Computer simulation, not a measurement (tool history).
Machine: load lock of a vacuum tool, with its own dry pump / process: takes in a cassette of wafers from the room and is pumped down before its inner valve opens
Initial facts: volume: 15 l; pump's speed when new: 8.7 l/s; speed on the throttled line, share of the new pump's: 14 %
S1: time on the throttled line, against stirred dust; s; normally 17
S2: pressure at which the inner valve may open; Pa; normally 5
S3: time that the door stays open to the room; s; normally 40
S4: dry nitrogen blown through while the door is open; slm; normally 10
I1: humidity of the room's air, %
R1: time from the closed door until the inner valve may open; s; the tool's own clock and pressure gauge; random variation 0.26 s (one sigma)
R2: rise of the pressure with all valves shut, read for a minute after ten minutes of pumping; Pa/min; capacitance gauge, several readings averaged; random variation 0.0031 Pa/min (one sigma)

{"run": 1, "hour": 0.0, "S1": 17, "S2": 5, "S3": 40, "S4": 10, "I1": 44.2, "R1": 32.6, "R2": 0.11}
{"run": 2, "hour": 70.9, "S1": 17, "S2": 5, "S3": 158, "S4": 10, "I1": 43.5, "R1": 32.4, "R2": 0.146}
{"run": 3, "hour": 134.8, "S1": 17, "S2": 5, "S3": 158, "S4": 10, "I1": 49.3, "R1": 32.7, "R2": 0.154}
{"run": 4, "hour": 188.9, "S1": 29, "S2": 5, "S3": 40, "S4": 10, "I1": 47.4, "R1": 42.6, "R2": 0.115}
{"run": 5, "hour": 234.7, "S1": 17, "S2": 5, "S3": 84, "S4": 10, "I1": 46.2, "R1": 32.4, "R2": 0.135}
{"run": 6, "hour": 327.7, "S1": 17, "S2": 5, "S3": 40, "S4": 10, "I1": 48.1, "R1": 32.4, "R2": 0.119}
{"run": 7, "hour": 390.9, "S1": 17, "S2": 5, "S3": 125, "S4": 10, "I1": 48.9, "R1": 32.7, "R2": 0.153}
{"run": 8, "hour": 451.5, "S1": 17, "S2": 5, "S3": 40, "S4": 10, "I1": 45.9, "R1": 32.4, "R2": 0.119}
{"run": 9, "hour": 527.1, "S1": 17, "S2": 5, "S3": 40, "S4": 10, "I1": 44.8, "R1": 32.4, "R2": 0.124}
{"run": 10, "hour": 603.8, "S1": 15, "S2": 5, "S3": 40, "S4": 10, "I1": 42.1, "R1": 30.9, "R2": 0.12}
{"run": 11, "hour": 650.7, "S1": 15, "S2": 5, "S3": 40, "S4": 10, "I1": 45.6, "R1": 30.7, "R2": 0.124}
{"run": 12, "hour": 710.0, "S1": 15, "S2": 5, "S3": 40, "S4": 10, "I1": 42.9, "R1": 30.4, "R2": 0.123}
{"run": 13, "hour": 757.6, "S1": 15, "S2": 5, "S3": 40, "S4": 10, "I1": 41.3, "R1": 31.1, "R2": 0.123}
{"run": 14, "hour": 809.5, "S1": 15, "S2": 5, "S3": 40, "S4": 10, "I1": 48.8, "R1": 30.6, "R2": 0.128}
{"run": 15, "hour": 848.6, "S1": 15, "S2": 5, "S3": 40, "S4": 10, "I1": 49.5, "R1": 30.6, "R2": 0.13}
{"run": 16, "hour": 908.3, "S1": 17, "S2": 5, "S3": 40, "S4": 37, "I1": 45.1, "R1": 32.9, "R2": 0.106}
{"run": 17, "hour": 982.0, "S1": 17, "S2": 5, "S3": 40, "S4": 10, "I1": 46.1, "R1": 32.7, "R2": 0.126}
{"run": 18, "hour": 1037.8, "S1": 17, "S2": 5, "S3": 40, "S4": 10, "I1": 43.5, "R1": 32.3, "R2": 0.128}
{"run": 19, "hour": 1114.1, "S1": 17, "S2": 5, "S3": 40, "S4": 10, "I1": 46.6, "R1": 32.7, "R2": 0.134}
{"run": 20, "hour": 1164.5, "S1": 17, "S2": 5, "S3": 40, "S4": 10, "I1": 48.0, "R1": 32.6, "R2": 0.136}
{"run": 21, "hour": 1249.3, "S1": 17, "S2": 8, "S3": 46, "S4": 10, "I1": 46.3, "R1": 32.0, "R2": 0.145}
{"run": 22, "hour": 1324.7, "S1": 17, "S2": 8, "S3": 46, "S4": 10, "I1": 46.6, "R1": 31.6, "R2": 0.133}
{"run": 23, "hour": 1394.0, "S1": 10, "S2": 8, "S3": 46, "S4": 8, "I1": 45.1, "R1": 26.0, "R2": 0.154}
{"run": 24, "hour": 1465.8, "S1": 17, "S2": 9, "S3": 150, "S4": 10, "I1": 44.5, "R1": 32.6, "R2": 0.169}
{"run": 25, "hour": 1542.6, "S1": 17, "S2": 9, "S3": 150, "S4": 10, "I1": 44.5, "R1": 31.6, "R2": 0.17}
{"run": 26, "hour": 1636.2, "S1": 17, "S2": 9, "S3": 150, "S4": 10, "I1": 44.6, "R1": 31.4, "R2": 0.178}
{"run": 27, "hour": 1710.2, "S1": 17, "S2": 9, "S3": 123, "S4": 29, "I1": 46.4, "R1": 31.7, "R2": 0.137}
{"run": 28, "hour": 1759.3, "S1": 17, "S2": 9, "S3": 123, "S4": 29, "I1": 44.1, "R1": 32.1, "R2": 0.134}
{"run": 29, "hour": 1815.4, "S1": 17, "S2": 8, "S3": 26, "S4": 29, "I1": 47.4, "R1": 31.7, "R2": 0.123}
{"run": 30, "hour": 1872.4, "S1": 10, "S2": 5, "S3": 134, "S4": 10, "I1": 41.4, "R1": 26.7, "R2": 0.171}
{"run": 31, "hour": 1946.2, "S1": 13, "S2": 7, "S3": 40, "S4": 19, "I1": 43.9, "R1": 28.7, "R2": 0.136}
{"run": 32, "hour": 2011.8, "S1": 13, "S2": 10, "S3": 66, "S4": 4, "I1": 44.8, "R1": 28.5, "R2": 0.173}
{"run": 33, "hour": 2103.1, "S1": 15, "S2": 10, "S3": 80, "S4": 10, "I1": 43.9, "R1": 30.0, "R2": 0.167}
{"run": 34, "hour": 2155.5, "S1": 10, "S2": 7, "S3": 40, "S4": 10, "I1": 42.2, "R1": 25.8, "R2": 0.15}
{"run": 35, "hour": 2236.4, "S1": 13, "S2": 5, "S3": 40, "S4": 10, "I1": 43.0, "R1": 29.5, "R2": 0.155}
{"run": 36, "hour": 2310.5, "S1": 17, "S2": 5, "S3": 178, "S4": 10, "I1": 45.0, "R1": 32.8, "R2": 0.201}
{"run": 37, "hour": 2391.4, "S1": 17, "S2": 5, "S3": 178, "S4": 37, "I1": 46.0, "R1": 33.3, "R2": 0.162}

Subtracting, for every run, the result it would have given without the tool's unlogged condition from the measured result gives the following. The same run-to-run variation enters both numbers; the gauge's scatter may not:
What the log doesn't record here: pump's speed, % of a new pump's; leak at the door's seal, Pa l/s; drift of the gauge itself on ready_s, %; drift of the gauge itself on rise_pa_min, %.
run=1 R1=+0.7 R2=+0.044
run=2 R1=+0.7 R2=+0.046
run=3 R1=+0.7 R2=+0.046
run=4 R1=+0.6 R2=+0.048
run=5 R1=+0.6 R2=+0.049
run=6 R1=+0.6 R2=+0.051
run=7 R1=+0.7 R2=+0.052
run=8 R1=+0.7 R2=+0.054
run=9 R1=+0.7 R2=+0.055
run=10 R1=+0.7 R2=+0.056
run=11 R1=+0.7 R2=+0.058
run=12 R1=+0.8 R2=+0.059
run=13 R1=+0.8 R2=+0.059
run=14 R1=+0.7 R2=+0.060
run=15 R1=+0.8 R2=+0.061
run=16 R1=+0.7 R2=+0.061
run=17 R1=+0.8 R2=+0.063
run=18 R1=+0.7 R2=+0.065
run=19 R1=+0.7 R2=+0.065
run=20 R1=+0.8 R2=+0.067
run=21 R1=+0.7 R2=+0.070
run=22 R1=+0.7 R2=+0.069
run=23 R1=+0.7 R2=+0.074
run=24 R1=+0.7 R2=+0.073
run=25 R1=+0.7 R2=+0.074
run=26 R1=+0.7 R2=+0.077
run=27 R1=+0.8 R2=+0.078
run=28 R1=+0.7 R2=+0.077
run=29 R1=+0.8 R2=+0.081
run=30 R1=+0.9 R2=+0.084
run=31 R1=+0.8 R2=+0.084
run=32 R1=+0.8 R2=+0.085
run=33 R1=+0.8 R2=+0.088
run=34 R1=+0.9 R2=+0.087
run=35 R1=+0.9 R2=+0.091
run=36 R1=+0.9 R2=+0.093
run=37 R1=+0.9 R2=+0.094
